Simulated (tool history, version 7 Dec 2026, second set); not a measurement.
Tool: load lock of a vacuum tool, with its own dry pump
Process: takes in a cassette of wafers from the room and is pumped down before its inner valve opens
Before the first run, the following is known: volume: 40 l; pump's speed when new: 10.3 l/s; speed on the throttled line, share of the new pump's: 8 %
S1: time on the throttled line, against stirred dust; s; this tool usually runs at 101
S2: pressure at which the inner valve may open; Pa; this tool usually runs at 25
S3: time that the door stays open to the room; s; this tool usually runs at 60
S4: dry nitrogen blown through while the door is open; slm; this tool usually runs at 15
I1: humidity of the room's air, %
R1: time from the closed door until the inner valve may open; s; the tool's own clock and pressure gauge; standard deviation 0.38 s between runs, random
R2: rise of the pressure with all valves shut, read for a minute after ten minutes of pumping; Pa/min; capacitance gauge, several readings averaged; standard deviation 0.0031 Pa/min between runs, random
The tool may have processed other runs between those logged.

{"run": 1, "hour": 0.0, "S1": 101, "S2": 25, "S3": 60, "S4": 15, "I1": 43.6, "R1": 130.1, "R2": 0.115}
{"run": 2, "hour": 273.3, "S1": 101, "S2": 25, "S3": 60, "S4": 15, "I1": 42.8, "R1": 129.8, "R2": 0.116}
{"run": 3, "hour": 472.9, "S1": 101, "S2": 25, "S3": 60, "S4": 15, "I1": 46.4, "R1": 130.3, "R2": 0.126}
{"run": 4, "hour": 728.5, "S1": 101, "S2": 23, "S3": 60, "S4": 15, "I1": 43.3, "R1": 130.1, "R2": 0.129}
{"run": 5, "hour": 1077.0, "S1": 101, "S2": 23, "S3": 60, "S4": 15, "I1": 46.2, "R1": 130.5, "R2": 0.135}
{"run": 6, "hour": 1313.3, "S1": 101, "S2": 25, "S3": 60, "S4": 15, "I1": 44.0, "R1": 131.2, "R2": 0.141}
{"run": 7, "hour": 1756.7, "S1": 101, "S2": 25, "S3": 60, "S4": 15, "I1": 41.9, "R1": 130.3, "R2": 0.157}
{"run": 8, "hour": 2088.9, "S1": 101, "S2": 25, "S3": 60, "S4": 15, "I1": 45.1, "R1": 131.3, "R2": 0.162}
{"hour": 2375.7, "done": "dry pump taken out, an overhauled one fitted"}
{"run": 9, "hour": 2521.3, "S1": 101, "S2": 25, "S3": 60, "S4": 15, "I1": 46.7, "R1": 126.3, "R2": 0.18}
{"run": 10, "hour": 2888.5, "S1": 101, "S2": 25, "S3": 60, "S4": 15, "I1": 41.6, "R1": 126.5, "R2": 0.176}
{"run": 11, "hour": 3334.3, "S1": 101, "S2": 25, "S3": 60, "S4": 15, "I1": 47.3, "R1": 126.5, "R2": 0.197}
{"run": 12, "hour": 3611.7, "S1": 101, "S2": 25, "S3": 60, "S4": 15, "I1": 44.9, "R1": 126.2, "R2": 0.207}
{"run": 13, "hour": 3802.8, "S1": 152, "S2": 25, "S3": 60, "S4": 15, "I1": 42.2, "R1": 172.5, "R2": 0.209}
{"run": 14, "hour": 4001.9, "S1": 152, "S2": 25, "S3": 60, "S4": 15, "I1": 45.3, "R1": 172.6, "R2": 0.218}
{"run": 15, "hour": 4260.5, "S1": 101, "S2": 25, "S3": 60, "S4": 15, "I1": 43.0, "R1": 126.5, "R2": 0.225}
{"run": 16, "hour": 4523.6, "S1": 101, "S2": 25, "S3": 60, "S4": 15, "I1": 45.8, "R1": 126.5, "R2": 0.232}
{"run": 17, "hour": 4816.2, "S1": 101, "S2": 25, "S3": 60, "S4": 15, "I1": 42.1, "R1": 127.3, "R2": 0.245}
{"run": 18, "hour": 5201.2, "S1": 101, "S2": 25, "S3": 60, "S4": 44, "I1": 48.9, "R1": 126.9, "R2": 0.237}
{"run": 19, "hour": 5567.3, "S1": 101, "S2": 25, "S3": 60, "S4": 15, "I1": 44.1, "R1": 127.1, "R2": 0.275}
{"run": 20, "hour": 5871.8, "S1": 101, "S2": 25, "S3": 152, "S4": 15, "I1": 47.0, "R1": 127.1, "R2": 0.334}
{"run": 21, "hour": 6063.6, "S1": 101, "S2": 21, "S3": 152, "S4": 28, "I1": 46.1, "R1": 127.7, "R2": 0.313}
{"run": 22, "hour": 6259.2, "S1": 101, "S2": 21, "S3": 121, "S4": 8, "I1": 44.2, "R1": 127.6, "R2": 0.339}
{"run": 23, "hour": 6635.2, "S1": 101, "S2": 34, "S3": 121, "S4": 7, "I1": 45.3, "R1": 126.0, "R2": 0.36}
{"run": 24, "hour": 6937.3, "S1": 101, "S2": 50, "S3": 201, "S4": 39, "I1": 46.6, "R1": 124.8, "R2": 0.356}
{"run": 25, "hour": 7289.3, "S1": 144, "S2": 29, "S3": 98, "S4": 12, "I1": 42.8, "R1": 166.0, "R2": 0.363}
{"run": 26, "hour": 7567.5, "S1": 85, "S2": 28, "S3": 60, "S4": 15, "I1": 44.8, "R1": 112.6, "R2": 0.357}
{"run": 27, "hour": 7862.0, "S1": 101, "S2": 29, "S3": 40, "S4": 35, "I1": 45.5, "R1": 127.4, "R2": 0.339}
{"run": 28, "hour": 8309.4, "S1": 101, "S2": 29, "S3": 40, "S4": 35, "I1": 41.0, "R1": 127.6, "R2": 0.365}
{"run": 29, "hour": 8557.0, "S1": 101, "S2": 23, "S3": 60, "S4": 15, "I1": 46.2, "R1": 128.4, "R2": 0.401}
{"run": 30, "hour": 8816.0, "S1": 152, "S2": 36, "S3": 60, "S4": 15, "I1": 43.5, "R1": 172.4, "R2": 0.405}
{"run": 31, "hour": 9035.0, "S1": 164, "S2": 44, "S3": 228, "S4": 5, "I1": 49.6, "R1": 182.3, "R2": 0.524}
{"run": 32, "hour": 9235.8, "S1": 85, "S2": 35, "S3": 33, "S4": 11, "I1": 46.0, "R1": 112.6, "R2": 0.418}
{"run": 33, "hour": 9666.1, "S1": 60, "S2": 47, "S3": 42, "S4": 11, "I1": 47.7, "R1": 88.3, "R2": 0.437}
{"hour": 9735.3, "done": "door's seal changed, seat wiped"}
{"run": 34, "hour": 10108.8, "S1": 131, "S2": 22, "S3": 58, "S4": 8, "I1": 44.0, "R1": 156.8, "R2": 0.069}

Run 35 is up next; what results do you expect?
{"run": 35, "hour": 10355.7, "S1": 131, "S2": 22, "S3": 58, "S4": 8, "I1": 40.5, "R1": "?", "R2": "?"}

R1: 156.4 s
R2: 0.068 Pa/min
With no hidden state in the tool, this same run would have given R1 153.3 s, R2 0.063 Pa/min.

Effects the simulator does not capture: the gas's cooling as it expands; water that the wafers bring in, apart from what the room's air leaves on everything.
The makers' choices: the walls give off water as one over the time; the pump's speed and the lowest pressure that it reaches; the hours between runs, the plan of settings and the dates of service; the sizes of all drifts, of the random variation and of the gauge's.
